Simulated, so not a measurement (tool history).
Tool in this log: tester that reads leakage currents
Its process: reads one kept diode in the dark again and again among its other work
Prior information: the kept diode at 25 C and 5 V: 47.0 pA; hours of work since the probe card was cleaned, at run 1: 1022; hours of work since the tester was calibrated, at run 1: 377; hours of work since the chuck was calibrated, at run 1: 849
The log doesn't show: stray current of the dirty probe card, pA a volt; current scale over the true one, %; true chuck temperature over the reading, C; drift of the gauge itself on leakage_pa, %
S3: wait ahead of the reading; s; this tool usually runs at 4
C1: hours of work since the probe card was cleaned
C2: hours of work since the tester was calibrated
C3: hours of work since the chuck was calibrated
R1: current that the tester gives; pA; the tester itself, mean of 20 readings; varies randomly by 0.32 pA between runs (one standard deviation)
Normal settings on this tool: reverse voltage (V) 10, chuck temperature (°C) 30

{"run": 1, "hour": 0.0, "reverse voltage (V)": 10, "chuck temperature (°C)": 30, "S3": 4, "C1": 1022, "C2": 377, "C3": 849, "R1": 110.25}
{"run": 2, "hour": 60.9, "reverse voltage (V)": 10, "chuck temperature (°C)": 30, "S3": 4, "C1": 1052, "C2": 407, "C3": 879, "R1": 110.53}
{"run": 3, "hour": 98.0, "reverse voltage (V)": 10, "chuck temperature (°C)": 30, "S3": 4, "C1": 1071, "C2": 425, "C3": 898, "R1": 110.88}
{"run": 4, "hour": 164.8, "reverse voltage (V)": 10, "chuck temperature (°C)": 30, "S3": 4, "C1": 1104, "C2": 459, "C3": 931, "R1": 111.36}
{"run": 5, "hour": 200.3, "reverse voltage (V)": 10, "chuck temperature (°C)": 30, "S3": 4, "C1": 1122, "C2": 476, "C3": 949, "R1": 110.7}
{"run": 6, "hour": 267.9, "reverse voltage (V)": 10, "chuck temperature (°C)": 30, "S3": 4, "C1": 1155, "C2": 510, "C3": 982, "R1": 111.38}
{"run": 7, "hour": 351.7, "reverse voltage (V)": 10, "chuck temperature (°C)": 30, "S3": 4, "C1": 1197, "C2": 552, "C3": 1024, "R1": 111.16}
{"run": 8, "hour": 438.5, "reverse voltage (V)": 10, "chuck temperature (°C)": 48, "S3": 4, "C1": 1240, "C2": 595, "C3": 1067, "R1": 456.03}
{"run": 9, "hour": 474.4, "reverse voltage (V)": 10, "chuck temperature (°C)": 30, "S3": 0.99, "C1": 1258, "C2": 613, "C3": 1085, "R1": 112.79}
{"run": 10, "hour": 555.2, "reverse voltage (V)": 10, "chuck temperature (°C)": 30, "S3": 4, "C1": 1298, "C2": 653, "C3": 1125, "R1": 111.65}
{"run": 11, "hour": 606.6, "reverse voltage (V)": 1.5, "chuck temperature (°C)": 30, "S3": 4, "C1": 1324, "C2": 678, "C3": 1151, "R1": 38.41}
{"run": 12, "hour": 670.5, "reverse voltage (V)": 1.5, "chuck temperature (°C)": 30, "S3": 4, "C1": 1356, "C2": 710, "C3": 1183, "R1": 38.48}
{"run": 13, "hour": 751.5, "reverse voltage (V)": 10, "chuck temperature (°C)": 30, "S3": 4, "C1": 1396, "C2": 751, "C3": 1223, "R1": 111.77}
{"run": 14, "hour": 821.1, "reverse voltage (V)": 10, "chuck temperature (°C)": 43, "S3": 4, "C1": 1430, "C2": 785, "C3": 1257, "R1": 306.69}
{"run": 15, "hour": 894.9, "reverse voltage (V)": 4.4, "chuck temperature (°C)": 30, "S3": 4, "C1": 1467, "C2": 822, "C3": 1294, "R1": 69.84}
{"run": 16, "hour": 939.8, "reverse voltage (V)": 10, "chuck temperature (°C)": 30, "S3": 4, "C1": 1489, "C2": 844, "C3": 1317, "R1": 111.89}
{"run": 17, "hour": 1024.4, "reverse voltage (V)": 10, "chuck temperature (°C)": 30, "S3": 4, "C1": 1532, "C2": 886, "C3": 1359, "R1": 112.77}
{"run": 18, "hour": 1108.6, "reverse voltage (V)": 10, "chuck temperature (°C)": 30, "S3": 4, "C1": 1573, "C2": 928, "C3": 1400, "R1": 112.77}
{"run": 19, "hour": 1164.3, "reverse voltage (V)": 10, "chuck temperature (°C)": 30, "S3": 4, "C1": 1601, "C2": 956, "C3": 1428, "R1": 112.43}
{"run": 20, "hour": 1231.2, "reverse voltage (V)": 10, "chuck temperature (°C)": 30, "S3": 4, "C1": 1634, "C2": 989, "C3": 1461, "R1": 112.06}
{"run": 21, "hour": 1276.7, "reverse voltage (V)": 10, "chuck temperature (°C)": 51, "S3": 3.78, "C1": 1657, "C2": 1012, "C3": 1484, "R1": 559.05}
{"run": 22, "hour": 1359.3, "reverse voltage (V)": 10, "chuck temperature (°C)": 51, "S3": 3.78, "C1": 1698, "C2": 1053, "C3": 1525, "R1": 560.92}
{"run": 23, "hour": 1444.4, "reverse voltage (V)": 3.3, "chuck temperature (°C)": 40, "S3": 9.2, "C1": 1741, "C2": 1095, "C3": 1568, "R1": 130.93}
{"run": 24, "hour": 1523.2, "reverse voltage (V)": 10, "chuck temperature (°C)": 60, "S3": 1.64, "C1": 1780, "C2": 1134, "C3": 1607, "R1": 1074.27}
{"run": 25, "hour": 1606.0, "reverse voltage (V)": 2.3, "chuck temperature (°C)": 23, "S3": 0.64, "C1": 1821, "C2": 1176, "C3": 1648, "R1": 28.03}
{"hour": 1626.7, "done": "chuck's temperature calibrated"}
{"run": 26, "hour": 1665.6, "reverse voltage (V)": 2.6, "chuck temperature (°C)": 21, "S3": 3.23, "C1": 1850, "C2": 1204, "C3": 19, "R1": 27.26}
{"run": 27, "hour": 1742.9, "reverse voltage (V)": 1.5, "chuck temperature (°C)": 49, "S3": 1.5, "C1": 1888, "C2": 1243, "C3": 58, "R1": 184.99}
{"run": 28, "hour": 1778.7, "reverse voltage (V)": 1.3, "chuck temperature (°C)": 52, "S3": 4, "C1": 1906, "C2": 1261, "C3": 76, "R1": 213.46}
{"run": 29, "hour": 1855.3, "reverse voltage (V)": 6.3, "chuck temperature (°C)": 40, "S3": 0.72, "C1": 1944, "C2": 1299, "C3": 114, "R1": 202.7}
{"run": 30, "hour": 1941.0, "reverse voltage (V)": 10.3, "chuck temperature (°C)": 46, "S3": 1.38, "C1": 1987, "C2": 1341, "C3": 156, "R1": 417.07}
{"run": 31, "hour": 1981.4, "reverse voltage (V)": 2.2, "chuck temperature (°C)": 44, "S3": 0.82, "C1": 2007, "C2": 1361, "C3": 176, "R1": 154.25}
{"run": 32, "hour": 2049.8, "reverse voltage (V)": 2.2, "chuck temperature (°C)": 44, "S3": 0.82, "C1": 2041, "C2": 1395, "C3": 210, "R1": 152.64}
{"run": 33, "hour": 2109.9, "reverse voltage (V)": 5.8, "chuck temperature (°C)": 30, "S3": 4, "C1": 2071, "C2": 1425, "C3": 240, "R1": 88.6}
{"run": 34, "hour": 2173.6, "reverse voltage (V)": 8.7, "chuck temperature (°C)": 36, "S3": 8.14, "C1": 2102, "C2": 1457, "C3": 272, "R1": 177.05}
{"run": 35, "hour": 2219.3, "reverse voltage (V)": 7.7, "chuck temperature (°C)": 34, "S3": 2.01, "C1": 2125, "C2": 1480, "C3": 295, "R1": 141.98}
{"run": 36, "hour": 2279.5, "reverse voltage (V)": 8.2, "chuck temperature (°C)": 32, "S3": 0.33, "C1": 2155, "C2": 1510, "C3": 325, "R1": 130.22}
{"run": 37, "hour": 2315.0, "reverse voltage (V)": 8.2, "chuck temperature (°C)": 32, "S3": 0.33, "C1": 2173, "C2": 1527, "C3": 342, "R1": 130.04}
{"run": 38, "hour": 2381.7, "reverse voltage (V)": 6.3, "chuck temperature (°C)": 56, "S3": 0.91, "C1": 2206, "C2": 1560, "C3": 376, "R1": 660.37}
{"run": 39, "hour": 2455.6, "reverse voltage (V)": 6.3, "chuck temperature (°C)": 56, "S3": 0.91, "C1": 2243, "C2": 1597, "C3": 412, "R1": 663.82}
{"run": 40, "hour": 2514.0, "reverse voltage (V)": 3.3, "chuck temperature (°C)": 51, "S3": 1.48, "C1": 2272, "C2": 1626, "C3": 441, "R1": 323.02}

3 options for the next run, each taken on its own from the tool as it stands now. Forecast them:
{"run": "A", "hour": 2582.0, "reverse voltage (V)": 9.6, "chuck temperature (°C)": 23, "S3": 4, "C1": 2305, "C2": 1660, "C3": 475, "R1": "?"}
{"run": "B", "hour": 2582.0, "reverse voltage (V)": 8.3, "chuck temperature (°C)": 22, "S3": 2.41, "C1": 2305, "C2": 1660, "C3": 475, "R1": "?"}
{"run": "C", "hour": 2582.0, "reverse voltage (V)": 10, "chuck temperature (°C)": 20, "S3": 4.71, "C1": 2305, "C2": 1660, "C3": 475, "R1": "?"}

run=A R1=73.36
run=B R1=62.88
run=C R1=62.09
Had the tool no hidden state, the same runs would have come out as:
run=A R1=55.94
run=B R1=47.74
run=C R1=43.55
